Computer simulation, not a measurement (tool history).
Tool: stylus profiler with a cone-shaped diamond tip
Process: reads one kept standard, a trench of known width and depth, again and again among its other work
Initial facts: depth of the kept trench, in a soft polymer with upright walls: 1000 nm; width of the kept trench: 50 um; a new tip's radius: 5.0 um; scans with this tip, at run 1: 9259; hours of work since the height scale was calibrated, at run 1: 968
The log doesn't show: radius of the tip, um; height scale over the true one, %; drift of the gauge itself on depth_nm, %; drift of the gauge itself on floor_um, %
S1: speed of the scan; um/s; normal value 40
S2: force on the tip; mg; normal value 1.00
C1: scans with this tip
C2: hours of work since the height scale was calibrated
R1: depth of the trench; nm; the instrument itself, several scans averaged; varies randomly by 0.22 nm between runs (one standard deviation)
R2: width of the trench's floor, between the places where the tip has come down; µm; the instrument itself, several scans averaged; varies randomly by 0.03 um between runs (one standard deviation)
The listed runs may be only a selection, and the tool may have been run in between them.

run	day	S1	S2	C1	C2	R1	R2
1	0.000	40	1.00	9259	968	1000.51	42.35
2	2.675	40	1.00	9700	1014	1000.37	42.32
3	4.646	40	1.00	10025	1048	1000.34	42.26
4	7.721	40	1.00	10533	1102	1000.02	42.29
5	9.792	40	1.00	10875	1137	999.79	42.22
6	11.629	40	1.00	11178	1169	999.69	42.18
7	13.529	40	1.00	11491	1202	999.83	42.16
8	14.821	80	2.30	11704	1224	1002.78	41.94
9	17.450	63	0.75	12138	1269	999.20	41.66
10	20.025	21	0.68	12563	1314	998.20	42.16
11	21.342	12	2.66	12780	1337	1003.24	42.32
12	23.492	17	2.66	13136	1374	1003.01	42.29
13	25.421	17	2.66	13454	1407	1002.83	42.24
14	27.496	23	0.41	13796	1443	997.08	41.90

Branching from run 14: 5 alternative next runs. What would each branch give?
A	29.479	148	0.41	14123	1477	?	?
B	29.479	20	0.59	14123	1477	?	?
C	29.479	18	0.34	14123	1477	?	?
D	29.479	92	0.48	14123	1477	?	?
E	29.479	15	1.00	14123	1477	?	?

run	R1	R2
A	997.17	39.84
B	997.55	41.92
C	996.94	41.88
D	997.69	40.83
E	998.83	42.03
Without the tool's unlogged condition, the same runs would have read:
run	R1	R2
A	1002.18	41.63
B	1002.56	43.70
C	1001.95	43.67
D	1002.70	42.62
E	1003.84	43.82
